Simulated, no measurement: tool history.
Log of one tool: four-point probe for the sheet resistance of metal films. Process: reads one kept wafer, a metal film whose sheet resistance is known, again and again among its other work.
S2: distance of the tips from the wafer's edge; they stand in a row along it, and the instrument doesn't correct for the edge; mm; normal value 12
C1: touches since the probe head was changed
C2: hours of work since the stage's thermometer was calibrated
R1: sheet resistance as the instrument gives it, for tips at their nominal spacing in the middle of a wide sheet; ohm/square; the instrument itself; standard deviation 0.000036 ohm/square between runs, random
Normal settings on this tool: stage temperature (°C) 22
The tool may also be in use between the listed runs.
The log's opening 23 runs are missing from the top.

{"run": 24, "hour": 2252.0, "stage temperature (°C)": 32, "S2": 7, "C1": 91502, "C2": 219, "R1": 0.182978}
{"run": 25, "hour": 2365.0, "stage temperature (°C)": 32, "S2": 7, "C1": 93391, "C2": 276, "R1": 0.183023}
{"run": 26, "hour": 2476.6, "stage temperature (°C)": 25, "S2": 15, "C1": 95256, "C2": 333, "R1": 0.182461}
{"run": 27, "hour": 2577.5, "stage temperature (°C)": 25, "S2": 15, "C1": 96944, "C2": 384, "R1": 0.182423}
{"run": 28, "hour": 2665.8, "stage temperature (°C)": 19, "S2": 21, "C1": 98419, "C2": 429, "R1": 0.182997}
{"run": 29, "hour": 2769.1, "stage temperature (°C)": 29, "S2": 29, "C1": 100147, "C2": 482, "R1": 0.181671}
{"run": 30, "hour": 2848.0, "stage temperature (°C)": 27, "S2": 12, "C1": 101466, "C2": 522, "R1": 0.182483}
{"run": 31, "hour": 2954.3, "stage temperature (°C)": 27, "S2": 12, "C1": 103243, "C2": 576, "R1": 0.182525}
{"run": 32, "hour": 3017.0, "stage temperature (°C)": 31, "S2": 12, "C1": 104291, "C2": 608, "R1": 0.182061}
{"run": 33, "hour": 3112.6, "stage temperature (°C)": 31, "S2": 12, "C1": 105890, "C2": 657, "R1": 0.182025}
{"run": 34, "hour": 3210.8, "stage temperature (°C)": 30, "S2": 12, "C1": 107531, "C2": 707, "R1": 0.182208}
{"run": 35, "hour": 3302.5, "stage temperature (°C)": 30, "S2": 12, "C1": 109064, "C2": 753, "R1": 0.18221}
{"run": 36, "hour": 3376.4, "stage temperature (°C)": 30, "S2": 12, "C1": 110300, "C2": 791, "R1": 0.182269}
{"run": 37, "hour": 3449.0, "stage temperature (°C)": 30, "S2": 12, "C1": 111512, "C2": 828, "R1": 0.182226}
{"run": 38, "hour": 3553.8, "stage temperature (°C)": 30, "S2": 12, "C1": 113264, "C2": 881, "R1": 0.182311}
{"run": 39, "hour": 3673.4, "stage temperature (°C)": 30, "S2": 12, "C1": 115264, "C2": 942, "R1": 0.18223}

5 options for the next run, each taken on its own from the tool as it stands now. Forecast them:
{"run": "A", "hour": 3734.4, "stage temperature (°C)": 32, "S2": 9, "C1": 116283, "C2": 973, "R1": "?"}
{"run": "B", "hour": 3734.4, "stage temperature (°C)": 30, "S2": 10, "C1": 116283, "C2": 973, "R1": "?"}
{"run": "C", "hour": 3734.4, "stage temperature (°C)": 22, "S2": 4, "C1": 116283, "C2": 973, "R1": "?"}
{"run": "D", "hour": 3734.4, "stage temperature (°C)": 31, "S2": 19, "C1": 116283, "C2": 973, "R1": "?"}
{"run": "E", "hour": 3734.4, "stage temperature (°C)": 33, "S2": 4, "C1": 116283, "C2": 973, "R1": "?"}

run=A R1=0.182598
run=B R1=0.182588
run=C R1=0.188590
run=D R1=0.181776
run=E R1=0.187192
Take away the tool's hidden state, keep each run's random variation, and the runs would have read:
run=A R1=0.181209
run=B R1=0.181197
run=C R1=0.187156
run=D R1=0.180392
run=E R1=0.185771

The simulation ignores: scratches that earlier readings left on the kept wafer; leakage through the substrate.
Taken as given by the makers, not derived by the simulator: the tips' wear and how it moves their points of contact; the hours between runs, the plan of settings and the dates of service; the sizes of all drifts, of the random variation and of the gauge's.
